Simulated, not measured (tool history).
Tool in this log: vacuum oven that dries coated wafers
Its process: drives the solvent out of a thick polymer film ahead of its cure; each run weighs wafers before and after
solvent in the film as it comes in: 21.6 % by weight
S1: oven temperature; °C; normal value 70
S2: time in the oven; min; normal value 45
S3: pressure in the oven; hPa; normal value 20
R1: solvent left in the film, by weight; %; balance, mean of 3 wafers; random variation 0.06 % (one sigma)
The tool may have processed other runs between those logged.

{"run": 1, "hour": 0.0, "S1": 70, "S2": 45, "S3": 20, "R1": 3.31}
{"run": 2, "hour": 11.0, "S1": 70, "S2": 45, "S3": 20, "R1": 3.22}
{"run": 3, "hour": 23.9, "S1": 70, "S2": 52, "S3": 20, "R1": 2.63}
{"run": 4, "hour": 38.9, "S1": 60, "S2": 45, "S3": 20, "R1": 6.45}
{"run": 5, "hour": 46.2, "S1": 60, "S2": 45, "S3": 20, "R1": 6.51}
{"run": 6, "hour": 61.2, "S1": 60, "S2": 45, "S3": 20, "R1": 6.48}
{"run": 7, "hour": 71.7, "S1": 60, "S2": 52, "S3": 20, "R1": 5.61}
{"run": 8, "hour": 87.9, "S1": 60, "S2": 52, "S3": 20, "R1": 5.57}
{"run": 9, "hour": 102.6, "S1": 82, "S2": 45, "S3": 20.9, "R1": 1.15}
{"hour": 105.8, "done": "oven's thermocouples calibrated"}
{"run": 10, "hour": 118.3, "S1": 82, "S2": 45, "S3": 20.9, "R1": 1.16}
{"run": 11, "hour": 133.7, "S1": 82, "S2": 45, "S3": 20.9, "R1": 1.21}
{"hour": 149.9, "done": "oven's thermocouples calibrated, once more"}
{"run": 12, "hour": 151.6, "S1": 70, "S2": 45, "S3": 11.2, "R1": 2.99}
{"run": 13, "hour": 166.4, "S1": 67, "S2": 58, "S3": 25.8, "R1": 3.4}
{"run": 14, "hour": 173.3, "S1": 74, "S2": 74, "S3": 17, "R1": 1.13}
{"run": 15, "hour": 187.9, "S1": 71, "S2": 45, "S3": 22.1, "R1": 3.11}
{"run": 16, "hour": 195.0, "S1": 63, "S2": 28, "S3": 11.5, "R1": 7.94}

Selected run-to-run steps in R1, each split into two signed amounts: the part the tool would show with no hidden state at all (from settings, incoming material and random variation), and the remainder, which goes to the hidden state together with any gauge scatter not common to the measured and the hidden-state-free results:
Hidden conditions of the tool in this case: true wafer temperature over the reading, C; true pressure over the reading, kPa; drift of the gauge itself on solvent_pct, %.
Run 11 -> 12: S1 82 -> 70, S3 20.9 -> 11.2, oven's thermocouples calibrated, once more. R1 +1.78 %: hidden state +0.09, all else +1.69.
Run 15 -> 16: S1 71 -> 63, S2 45 -> 28, S3 22.1 -> 11.5. R1 +4.83 %: hidden state +0.01, all else +4.82.
